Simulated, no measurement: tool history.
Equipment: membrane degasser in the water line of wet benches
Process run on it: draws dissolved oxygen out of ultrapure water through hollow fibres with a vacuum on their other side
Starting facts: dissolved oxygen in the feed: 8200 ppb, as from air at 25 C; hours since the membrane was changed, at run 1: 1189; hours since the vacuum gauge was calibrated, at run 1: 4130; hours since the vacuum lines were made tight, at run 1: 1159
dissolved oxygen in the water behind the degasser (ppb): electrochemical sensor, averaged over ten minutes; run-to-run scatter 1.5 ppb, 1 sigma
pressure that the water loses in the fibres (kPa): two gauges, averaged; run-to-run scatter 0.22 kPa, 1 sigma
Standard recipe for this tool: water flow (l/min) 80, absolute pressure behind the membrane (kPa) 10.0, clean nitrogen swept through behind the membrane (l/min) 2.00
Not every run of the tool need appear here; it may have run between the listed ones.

run,hour,water flow (l/min),absolute pressure behind the membrane (kPa),clean nitrogen swept through behind the membrane (l/min),hours since the membrane was changed,hours since the vacuum gauge was calibrated,hours since the vacuum lines were made tight,dissolved oxygen in the water behind the degasser (ppb),pressure that the water loses in the fibres (kPa)
1,0.0,80,10.0,2.00,1189,4130,1159,537.6,56.16
2,63.5,80,10.0,2.00,1253,4194,1222,538.9,56.43
3,127.1,80,10.0,2.00,1316,4257,1286,534.6,56.68
4,177.1,80,10.0,2.00,1366,4307,1336,537.3,56.81
5,238.3,80,10.0,2.00,1427,4368,1397,538.7,56.46
6,293.7,80,19.7,2.00,1483,4424,1452,1188.5,56.27
7,324.4,80,19.7,2.00,1514,4455,1483,1186.8,56.68
8,386.8,79,12.0,2.00,1576,4517,1546,672.0,55.77
# hour 390.2: vacuum gauge calibrated
9,431.0,79,12.0,2.00,1620,41,1589,674.0,55.57
10,494.4,79,12.0,2.00,1683,104,1653,677.6,55.85
11,553.5,60,16.0,3.21,1742,163,1712,517.1,42.68
12,596.9,60,16.0,3.21,1786,207,1755,515.6,42.50
# hour 616.9: vacuum gauge calibrated, once more
13,641.6,88,9.1,5.93,1830,25,1799,212.3,62.60

Hidden state or all else? Some run-to-run changes of dissolved oxygen in the water behind the degasser (ppb), split into what the settings, what came in and random variation would give without the hidden state, and what is left for the hidden state (with any gauge scatter that isn't in both results):
Hidden state at play: membrane still open, %; true pressure behind the membrane over the reading, kPa; air that leaks in behind the membrane, l/min; drift of the gauge itself on oxygen_ppb, %; drift of the gauge itself on loss_of_pressure_kpa, %.
Run 5 -> 6: absolute pressure behind the membrane (kPa) 10.0 -> 19.7. dissolved oxygen in the water behind the degasser (ppb) +649.8: hidden state -1.5, all else +651.3.
Run 10 -> 11: water flow (l/min) 79 -> 60, absolute pressure behind the membrane (kPa) 12.0 -> 16.0, clean nitrogen swept through behind the membrane (l/min) 2.00 -> 3.21. dissolved oxygen in the water behind the degasser (ppb) -160.5: hidden state -7.7, all else -152.8.

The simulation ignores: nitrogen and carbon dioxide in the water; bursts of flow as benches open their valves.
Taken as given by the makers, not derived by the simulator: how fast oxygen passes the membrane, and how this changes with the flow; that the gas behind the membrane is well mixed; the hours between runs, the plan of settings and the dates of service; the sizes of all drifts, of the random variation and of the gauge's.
